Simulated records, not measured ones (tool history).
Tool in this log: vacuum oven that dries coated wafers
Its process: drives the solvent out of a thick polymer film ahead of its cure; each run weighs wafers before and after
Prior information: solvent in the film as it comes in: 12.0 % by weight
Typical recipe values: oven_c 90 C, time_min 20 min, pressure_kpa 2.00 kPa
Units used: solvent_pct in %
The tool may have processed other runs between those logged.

| run | hour | oven_c | time_min | pressure_kpa | solvent_pct |
|---|---|---|---|---|---|
| 1 | 0.0 | 90 | 20 | 2.00 | 2.22 |
| 2 | 19.2 | 90 | 20 | 2.00 | 2.05 |
| 3 | 38.3 | 90 | 20 | 2.00 | 2.18 |
| 4 | 54.4 | 90 | 20 | 2.00 | 2.16 |
| 5 | 74.2 | 76 | 20 | 2.00 | 4.38 |
| 6 | 84.6 | 90 | 27 | 2.00 | 1.78 |
| 7 | 100.7 | 90 | 27 | 2.00 | 1.71 |
| 8 | 115.4 | 90 | 27 | 3.16 | 2.59 |
| 9 | 129.9 | 79 | 27 | 3.16 | 4.31 |
| 10 | 143.2 | 90 | 20 | 2.00 | 2.16 |
| 11 | 161.2 | 102 | 20 | 2.00 | 1.13 |
| 12 | 177.6 | 102 | 13 | 5.71 | 3.16 |
| 13 | 189.2 | 97 | 16 | 2.00 | 1.73 |
| 14 | 198.7 | 97 | 16 | 2.00 | 1.69 |
| 15 | 210.5 | 97 | 16 | 2.00 | 1.73 |
| 16 | 225.7 | 76 | 20 | 5.27 | 7.60 |
| 17 | 240.8 | 97 | 21 | 4.61 | 2.88 |
| 18 | 259.6 | 90 | 20 | 4.74 | 3.97 |
| 19 | 274.8 | 92 | 11 | 2.26 | 3.41 |
| 20 | 289.8 | 83 | 17 | 2.01 | 3.52 |
| 21 | 306.6 | 90 | 20 | 2.67 | 2.66 |
| 22 | 321.6 | 90 | 20 | 2.67 | 2.52 |

4 ways to go on from here, each from the tool as it stands after run 22. What would each give?
| A | 339.5 | 82 | 20 | 2.00 | ? |
| B | 339.5 | 91 | 20 | 3.72 | ? |
| C | 339.5 | 93 | 29 | 2.00 | ? |
| D | 339.5 | 83 | 36 | 7.94 | ? |

| run | solvent_pct |
|---|---|
| A | 3.18 |
| B | 2.97 |
| C | 1.46 |
| D | 7.44 |
Take away the tool's hidden state, keep each run's random variation, and the runs would have read:
| run | solvent_pct |
|---|---|
| A | 3.41 |
| B | 3.19 |
| C | 1.53 |
| D | 7.94 |
